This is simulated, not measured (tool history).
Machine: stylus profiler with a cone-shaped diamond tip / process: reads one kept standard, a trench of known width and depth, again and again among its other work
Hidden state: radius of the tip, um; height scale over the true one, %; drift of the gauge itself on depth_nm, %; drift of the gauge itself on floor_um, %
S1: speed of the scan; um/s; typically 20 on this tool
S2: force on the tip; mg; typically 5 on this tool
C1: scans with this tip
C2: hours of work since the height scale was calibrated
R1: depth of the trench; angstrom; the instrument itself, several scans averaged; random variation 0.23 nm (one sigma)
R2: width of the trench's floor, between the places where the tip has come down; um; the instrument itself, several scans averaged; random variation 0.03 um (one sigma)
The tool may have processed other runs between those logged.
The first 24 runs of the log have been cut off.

run,day,S1,S2,C1,C2,R1,R2
25,92.121,63,2.4,17523,844,10086.3,24.95
26,96.9,18,8.47,18064,921,10248.5,25.11
27,102.412,18,8.47,18688,1009,10241.1,25.11
28,107.712,9,2.67,19288,1093,10077.1,25.12
# day 110.054: height scale calibrated on a step standard
29,112.921,8,10.72,19875,46,10341.6,25.14
30,117.033,8,10.72,20341,112,10338,25.06
31,121.167,8,10.72,20809,178,10333.4,25.04
32,126.488,20,14.16,21411,263,10399.7,25.03
33,131.817,34,9.59,22014,348,10300.6,24.98
34,135.7,7,12.65,22454,410,10362.3,25.02
35,139.067,6,5.79,22835,464,10212.2,25.01
36,143.804,28,13.74,23371,540,10378.4,24.89
37,148.412,8,6.1,23893,614,10201.9,24.91
38,151.008,8,6.1,24186,655,10205.7,24.9
39,155.708,8,6.1,24718,730,10201.7,24.96
40,160.538,8,6.1,25265,807,10197.5,24.87
41,165.7,20,1.81,25849,890,10064.4,24.77
42,169.762,20,2,26309,955,10068,24.8
43,175.2,20,2,26925,1042,10060,24.73
44,177.775,6,2.13,27216,1083,10061.1,24.79
# day 181.038: height scale calibrated on a step standard
45,182.821,6,2.13,27785,28,10116.6,24.8
46,185.796,19,2.2,28122,76,10114.9,24.74
47,190.704,19,2.2,28677,155,10113,24.71

What if the next run were any one of these 3? Each begins from the tool's condition after run 47:
A,195.088,7,14.53,29173,225,?,?
B,195.088,31,2.29,29173,225,?,?
C,195.088,5,2.72,29173,225,?,?

run,R1,R2
A,10409.3,24.75
B,10113.4,24.6
C,10130.5,24.71
With no hidden state in the tool, these same runs would have given:
run,R1,R2
A,10419,26.01
B,10122.8,25.86
C,10140,25.97
